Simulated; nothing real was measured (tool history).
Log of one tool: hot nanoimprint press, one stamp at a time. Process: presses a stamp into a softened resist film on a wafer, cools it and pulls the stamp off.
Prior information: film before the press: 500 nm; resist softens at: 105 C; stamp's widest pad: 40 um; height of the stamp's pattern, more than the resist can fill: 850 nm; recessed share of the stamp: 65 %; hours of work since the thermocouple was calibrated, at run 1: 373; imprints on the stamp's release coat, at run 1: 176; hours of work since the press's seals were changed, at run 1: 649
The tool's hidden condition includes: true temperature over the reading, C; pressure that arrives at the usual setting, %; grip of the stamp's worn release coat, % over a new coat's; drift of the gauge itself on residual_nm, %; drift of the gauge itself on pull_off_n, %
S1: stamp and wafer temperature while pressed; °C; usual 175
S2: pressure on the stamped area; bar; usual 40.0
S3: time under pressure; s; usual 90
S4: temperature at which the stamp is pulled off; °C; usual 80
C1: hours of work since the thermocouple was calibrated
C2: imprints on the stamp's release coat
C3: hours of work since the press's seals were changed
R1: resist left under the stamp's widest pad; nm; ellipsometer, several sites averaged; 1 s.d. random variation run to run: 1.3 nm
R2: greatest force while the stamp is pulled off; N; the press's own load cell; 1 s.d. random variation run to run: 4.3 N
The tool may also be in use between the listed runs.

run   hour   S1    S2   S3  S4   C1    C2   C3     R1   R2
  1    0.0  175  40.0   90  80  373   176  649  207.6  218
  2   25.7  175  40.0   90  80  391   293  666  208.4  242
  3   43.6  175  40.0   90  80  403   374  679  206.4  245
  4   58.8  175  40.0   90  80  414   443  689  211.2  246
  5   70.9  175  40.0   90  80  422   498  698  208.7  258
  6   94.9  176  40.0   90  80  438   607  714  199.6  267
      99.2  -- plate thermocouple calibrated
  7  111.0  171  40.0   90  80    8   667  723  257.3  268
  8  127.5  171  40.0   90  80   20   742  735  256.6  275
     153.9  -- plate thermocouple calibrated, once more
  9  157.3  171  40.0   90  80    2   864  753  243.1  271
 10  174.4  171  40.0   84  80   14   942  765  250.4  287
 11  195.6  171  40.0   84  80   29  1038  779  248.9  289
 12  221.9  181  46.1   84  80   47  1157  798  140.3  308
 13  247.6  185  34.5   90  80   65  1274  815  132.6  318
 14  267.7  175  55.4  165  86   79  1366  829  135.1  271
 15  290.1  169  40.0   83  78   94  1468  845  278.3  356
 16  303.5  169  40.0   83  78  103  1529  854  279.2  364
 17  314.7  182  29.4   90  80  111  1579  862  168.8  352
     343.1  -- press's hydraulic seals changed and the load cell set to zero
 18  348.6  182  24.7   90  80  129  1698    4  180.7  353
 19  361.6  175  43.6   90  84  138  1757   13  188.6  328
 20  379.6  174  40.0   87  80  150  1839   25  209.9  369
 21  399.3  174  40.0   87  80  164  1928   39  210.5  386

A few steps of R1 between consecutive runs. Split each: what settings, incoming material and random variation would produce without the hidden state, and what is left over for the hidden state, along with gauge scatter present in only one of the two compared results (measured, and without hidden state):
Run 6 -> 7: S1 176 -> 171, plate thermocouple calibrated. R1 +57.7 nm: hidden state +4.6, all else +53.1.
Run 8 -> 9: plate thermocouple calibrated, once more. R1 -13.5 nm: hidden state -14.9, all else +1.4.
Run 14 -> 15: S1 175 -> 169, S2 55.4 -> 40.0, S3 165 -> 83, S4 86 -> 78. R1 +143.2 nm: hidden state +1.7, all else +141.5.
Run 16 -> 17: S1 169 -> 182, S2 40.0 -> 29.4, S3 83 -> 90, S4 78 -> 80. R1 -110.4 nm: hidden state -3.3, all else -107.1.

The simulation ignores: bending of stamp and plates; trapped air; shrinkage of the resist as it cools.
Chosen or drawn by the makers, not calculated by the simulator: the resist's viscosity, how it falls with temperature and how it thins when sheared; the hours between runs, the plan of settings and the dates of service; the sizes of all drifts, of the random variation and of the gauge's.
